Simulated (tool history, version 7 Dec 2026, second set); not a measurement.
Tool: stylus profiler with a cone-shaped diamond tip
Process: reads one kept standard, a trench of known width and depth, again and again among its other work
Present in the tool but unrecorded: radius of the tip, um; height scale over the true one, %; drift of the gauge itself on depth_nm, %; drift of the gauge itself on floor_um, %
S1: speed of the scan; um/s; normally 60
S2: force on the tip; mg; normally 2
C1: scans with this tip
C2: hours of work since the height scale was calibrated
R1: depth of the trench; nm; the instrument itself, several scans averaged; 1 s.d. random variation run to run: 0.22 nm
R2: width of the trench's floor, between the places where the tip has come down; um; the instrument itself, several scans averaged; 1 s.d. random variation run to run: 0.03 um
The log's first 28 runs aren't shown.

| run | hour | S1 | S2 | C1 | C2 | R1 | R2 |
|---|---|---|---|---|---|---|---|
| 29 | 1507.5 | 24 | 2.44 | 12171 | 1026 | 1003.64 | 43.73 |
| 30 | 1544.6 | 52 | 2.83 | 12348 | 1041 | 1004.18 | 43.57 |
| 31 | 1576.5 | 56 | 2 | 12500 | 1054 | 1002.39 | 43.51 |
| 32 | 1612.7 | 16 | 5.84 | 12672 | 1069 | 1009.58 | 43.69 |
| 33 | 1655 | 35 | 1.83 | 12874 | 1086 | 1002.24 | 43.54 |
| 34 | 1710.9 | 39 | 2 | 13141 | 1108 | 1001.92 | 43.53 |
| 35 | 1772.7 | 237 | 1.81 | 13435 | 1133 | 1001.66 | 42.32 |
| 36 | 1847.3 | 22 | 2.14 | 13791 | 1163 | 1002.05 | 43.51 |
| 37 | 1889.1 | 22 | 2.14 | 13990 | 1180 | 1002.41 | 43.48 |
| 38 | 1940.4 | 188 | 0.8 | 14235 | 1201 | 998.59 | 41.94 |
| 39 | 1984.3 | 188 | 0.8 | 14444 | 1218 | 998.64 | 41.89 |
| 40 | 2015.8 | 54 | 3.38 | 14595 | 1231 | 1004.48 | 43.35 |
| 41 | 2057.5 | 51 | 0.7 | 14793 | 1248 | 998.25 | 43.02 |

Alternative continuations, all from the tool just after run 41; predict every row:
| A | 2121.2 | 67 | 2.63 | 15097 | 1273 | ? | ? |
| B | 2121.2 | 225 | 1.22 | 15097 | 1273 | ? | ? |
| C | 2121.2 | 51 | 2 | 15097 | 1273 | ? | ? |
| D | 2121.2 | 37 | 1.59 | 15097 | 1273 | ? | ? |
| E | 2121.2 | 67 | 5.9 | 15097 | 1273 | ? | ? |

| run | R1 | R2 |
|---|---|---|
| A | 1002.57 | 43.15 |
| B | 999.78 | 41.86 |
| C | 1001.1 | 43.17 |
| D | 1000.65 | 43.21 |
| E | 1008.63 | 43.18 |
Without the tool's unlogged condition, the same runs would have read:
| run | R1 | R2 |
|---|---|---|
| A | 1007.61 | 45.71 |
| B | 1004.8 | 44.41 |
| C | 1006.12 | 45.72 |
| D | 1005.68 | 45.77 |
| E | 1013.69 | 45.74 |
